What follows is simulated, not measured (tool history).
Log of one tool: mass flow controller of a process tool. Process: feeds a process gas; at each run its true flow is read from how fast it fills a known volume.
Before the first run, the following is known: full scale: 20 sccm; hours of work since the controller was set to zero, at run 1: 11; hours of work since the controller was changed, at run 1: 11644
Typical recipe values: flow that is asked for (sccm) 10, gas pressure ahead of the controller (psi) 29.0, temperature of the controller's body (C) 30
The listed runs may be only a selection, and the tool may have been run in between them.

run	hour	flow that is asked for (sccm)	gas pressure ahead of the controller (psi)	temperature of the controller's body (C)	hours of work since the controller was set to zero	hours of work since the controller was changed	true flow (%)
1	0.0	10	29.0	30	11	11644	95.33
2	266.9	5	29.0	30	204	11837	94.56
3	549.2	10	29.0	27	407	12041	95.03
4	902.9	10	29.0	24	663	12297	94.92
5	1316.4	10	29.0	24	962	12595	94.97
6	1643.1	10	29.0	24	1198	12831	95.04
7	1902.8	10	29.0	24	1386	13019	94.95
8	2297.6	10	29.0	30	1671	13304	95.19
# hour 2607.3: controller exchanged for a calibrated one
9	2607.3	10	29.0	30	0	0	98.80
10	2851.4	10	29.0	30	176	176	98.99
11	3262.0	10	31.6	30	473	473	98.80
12	3595.7	10	31.6	30	714	714	98.77
13	4054.8	10	31.6	30	1046	1046	98.69
14	4442.4	10	31.6	30	1326	1326	98.77
15	4738.4	10	31.6	30	1540	1540	98.67
16	5207.5	10	26.5	29	1879	1879	98.83
17	5689.2	10	26.5	29	2227	2227	98.78
18	6128.0	4	37.3	36	2544	2544	98.89
# hour 6151.2: controller's zero set anew
19	6536.1	4	37.3	36	278	2838	99.93
20	6947.7	10	31.3	20	575	3136	98.79
21	7233.4	15	23.1	21	782	3342	99.21
22	7651.7	15	23.1	21	1084	3644	99.33
23	7966.5	15	23.1	21	1312	3872	99.30
# hour 8149.6: controller's zero set anew, once more
24	8313.1	3	30.9	35	118	4122	96.79
25	8746.2	3	24.5	34	431	4435	96.98
26	9203.0	3	24.5	34	761	4765	97.32
27	9460.8	15	35.0	27	947	4951	97.81
28	9943.1	10	21.2	27	1296	5300	97.78

3 ways to go on from here, each from the tool as it stands after run 28. What would each give?
A	10140.5	5	32.8	34	1439	5442	?
B	10140.5	14	20.6	39	1439	5442	?
C	10140.5	10	31.9	21	1439	5442	?

run	true flow (%)
A	97.24
B	98.35
C	97.25
What these runs would have given with no unlogged condition in the tool:
run	true flow (%)
A	98.08
B	99.68
C	98.47
